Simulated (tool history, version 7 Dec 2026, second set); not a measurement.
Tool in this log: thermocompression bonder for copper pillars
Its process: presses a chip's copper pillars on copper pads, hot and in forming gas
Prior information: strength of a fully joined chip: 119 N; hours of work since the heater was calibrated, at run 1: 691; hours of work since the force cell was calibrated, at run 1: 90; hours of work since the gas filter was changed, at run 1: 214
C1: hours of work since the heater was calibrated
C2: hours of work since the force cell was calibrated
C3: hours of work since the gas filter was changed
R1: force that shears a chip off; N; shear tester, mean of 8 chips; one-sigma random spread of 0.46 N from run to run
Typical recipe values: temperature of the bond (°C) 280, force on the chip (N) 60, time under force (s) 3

{"run": 1, "day": 0.0, "temperature of the bond (°C)": 280, "force on the chip (N)": 60, "time under force (s)": 3, "C1": 691, "C2": 90, "C3": 214, "R1": 52.1}
{"run": 2, "day": 0.6, "temperature of the bond (°C)": 280, "force on the chip (N)": 60, "time under force (s)": 3, "C1": 698, "C2": 97, "C3": 221, "R1": 51.4}
{"run": 3, "day": 1.838, "temperature of the bond (°C)": 280, "force on the chip (N)": 60, "time under force (s)": 3, "C1": 712, "C2": 112, "C3": 235, "R1": 51.6}
{"run": 4, "day": 2.721, "temperature of the bond (°C)": 280, "force on the chip (N)": 60, "time under force (s)": 5, "C1": 722, "C2": 122, "C3": 245, "R1": 61.9}
{"run": 5, "day": 3.288, "temperature of the bond (°C)": 280, "force on the chip (N)": 79, "time under force (s)": 3, "C1": 729, "C2": 128, "C3": 252, "R1": 67.4}
{"run": 6, "day": 4.25, "temperature of the bond (°C)": 280, "force on the chip (N)": 60, "time under force (s)": 3, "C1": 740, "C2": 140, "C3": 263, "R1": 52.8}
{"run": 7, "day": 4.783, "temperature of the bond (°C)": 280, "force on the chip (N)": 60, "time under force (s)": 3, "C1": 746, "C2": 146, "C3": 269, "R1": 51.5}
{"run": 8, "day": 5.858, "temperature of the bond (°C)": 280, "force on the chip (N)": 60, "time under force (s)": 3, "C1": 758, "C2": 158, "C3": 281, "R1": 51.7}
{"run": 9, "day": 6.808, "temperature of the bond (°C)": 280, "force on the chip (N)": 60, "time under force (s)": 3, "C1": 769, "C2": 169, "C3": 292, "R1": 52.3}
{"run": 10, "day": 7.75, "temperature of the bond (°C)": 280, "force on the chip (N)": 60, "time under force (s)": 3, "C1": 780, "C2": 180, "C3": 303, "R1": 52.3}
{"run": 11, "day": 8.862, "temperature of the bond (°C)": 307, "force on the chip (N)": 60, "time under force (s)": 3, "C1": 793, "C2": 193, "C3": 316, "R1": 73.4}
{"day": 9.004, "done": "force cell calibrated"}
{"run": 12, "day": 10.088, "temperature of the bond (°C)": 291, "force on the chip (N)": 60, "time under force (s)": 9, "C1": 807, "C2": 13, "C3": 330, "R1": 84.0}
{"run": 13, "day": 11.325, "temperature of the bond (°C)": 291, "force on the chip (N)": 60, "time under force (s)": 9, "C1": 821, "C2": 27, "C3": 344, "R1": 82.6}
{"run": 14, "day": 12.008, "temperature of the bond (°C)": 284, "force on the chip (N)": 87, "time under force (s)": 9, "C1": 829, "C2": 35, "C3": 352, "R1": 97.3}
{"day": 12.196, "done": "forming gas filter changed"}
{"run": 15, "day": 12.658, "temperature of the bond (°C)": 284, "force on the chip (N)": 87, "time under force (s)": 9, "C1": 836, "C2": 42, "C3": 5, "R1": 100.2}
{"run": 16, "day": 13.558, "temperature of the bond (°C)": 280, "force on the chip (N)": 73, "time under force (s)": 2, "C1": 846, "C2": 52, "C3": 16, "R1": 56.5}
{"run": 17, "day": 14.179, "temperature of the bond (°C)": 291, "force on the chip (N)": 51, "time under force (s)": 6, "C1": 854, "C2": 60, "C3": 23, "R1": 68.0}
{"day": 14.304, "done": "force cell calibrated, once more"}
{"run": 18, "day": 15.079, "temperature of the bond (°C)": 284, "force on the chip (N)": 55, "time under force (s)": 2, "C1": 863, "C2": 9, "C3": 33, "R1": 45.4}
{"run": 19, "day": 15.671, "temperature of the bond (°C)": 284, "force on the chip (N)": 55, "time under force (s)": 2, "C1": 870, "C2": 16, "C3": 39, "R1": 45.7}

Predict each of these 5 candidate next runs independently; none follows another, all start after run 19:
{"run": "A", "day": 16.546, "temperature of the bond (°C)": 280, "force on the chip (N)": 41, "time under force (s)": 3, "C1": 880, "C2": 26, "C3": 50, "R1": "?"}
{"run": "B", "day": 16.546, "temperature of the bond (°C)": 288, "force on the chip (N)": 37, "time under force (s)": 3, "C1": 880, "C2": 26, "C3": 50, "R1": "?"}
{"run": "C", "day": 16.546, "temperature of the bond (°C)": 284, "force on the chip (N)": 39, "time under force (s)": 3, "C1": 880, "C2": 26, "C3": 50, "R1": "?"}
{"run": "D", "day": 16.546, "temperature of the bond (°C)": 300, "force on the chip (N)": 41, "time under force (s)": 4, "C1": 880, "C2": 26, "C3": 50, "R1": "?"}
{"run": "E", "day": 16.546, "temperature of the bond (°C)": 304, "force on the chip (N)": 54, "time under force (s)": 4, "C1": 880, "C2": 26, "C3": 50, "R1": "?"}

run=A R1=35.3
run=B R1=35.8
run=C R1=35.9
run=D R1=53.2
run=E R1=72.9
What these runs would have given with no unlogged condition in the tool:
run=A R1=30.5
run=B R1=31.1
run=C R1=31.1
run=D R1=47.2
run=E R1=66.3
